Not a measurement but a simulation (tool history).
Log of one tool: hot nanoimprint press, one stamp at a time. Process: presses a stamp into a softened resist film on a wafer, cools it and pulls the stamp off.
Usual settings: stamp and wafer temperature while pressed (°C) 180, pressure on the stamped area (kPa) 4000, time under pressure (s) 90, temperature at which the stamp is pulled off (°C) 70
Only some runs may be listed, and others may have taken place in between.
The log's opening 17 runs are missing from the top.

run,hour,stamp and wafer temperature while pressed (°C),pressure on the stamped area (kPa),time under pressure (s),temperature at which the stamp is pulled off (°C),hours of work since the thermocouple was calibrated,imprints on the stamp's release coat,hours of work since the press's seals were changed,resist left under the stamp's widest pad (angstrom),greatest force while the stamp is pulled off (N)
18,420.4,170,5730,57,68,15,1303,106,3740,213
19,441,177,4000,90,62,27,1358,118,2865,243
20,473.3,177,4000,90,62,45,1445,136,2888,238
21,505.6,186,2430,116,72,64,1532,155,2183,196
22,529,180,3620,91,70,77,1595,168,2606,204
# hour 552: gauge calibrated
23,562.7,178,3620,79,64,97,1686,188,2919,234
24,580.9,184,3780,67,59,107,1735,198,2406,256
25,605.7,169,4000,90,71,121,1801,213,3716,205
26,641.9,169,4000,90,71,142,1898,233,3699,205
27,678,180,4000,90,75,163,1996,254,2496,183
28,693.8,180,3420,90,72,172,2038,263,2639,197
29,723.4,180,3420,90,72,189,2117,280,2654,199
30,747,180,3420,90,72,203,2181,294,2655,192

Branching from run 30: 4 alternative next runs. What would each branch give?
# hour 784.5: stamp cleaned and given a new release coat
A,788.4,180,3420,90,66,223,11,314,?,?
# hour 784.5: stamp cleaned and given a new release coat
B,788.4,174,3420,90,72,223,11,314,?,?
# hour 784.5: stamp cleaned and given a new release coat
C,788.4,176,3420,90,64,223,11,314,?,?
# hour 784.5: stamp cleaned and given a new release coat
D,788.4,178,2610,90,70,223,11,314,?,?

run,resist left under the stamp's widest pad (angstrom),greatest force while the stamp is pulled off (N)
A,2641,227
B,3315,194
C,3096,233
D,3124,204
With no hidden state in the tool, these same runs would have given:
run,resist left under the stamp's widest pad (angstrom),greatest force while the stamp is pulled off (N)
A,2612,227
B,3277,194
C,3062,233
D,3089,204
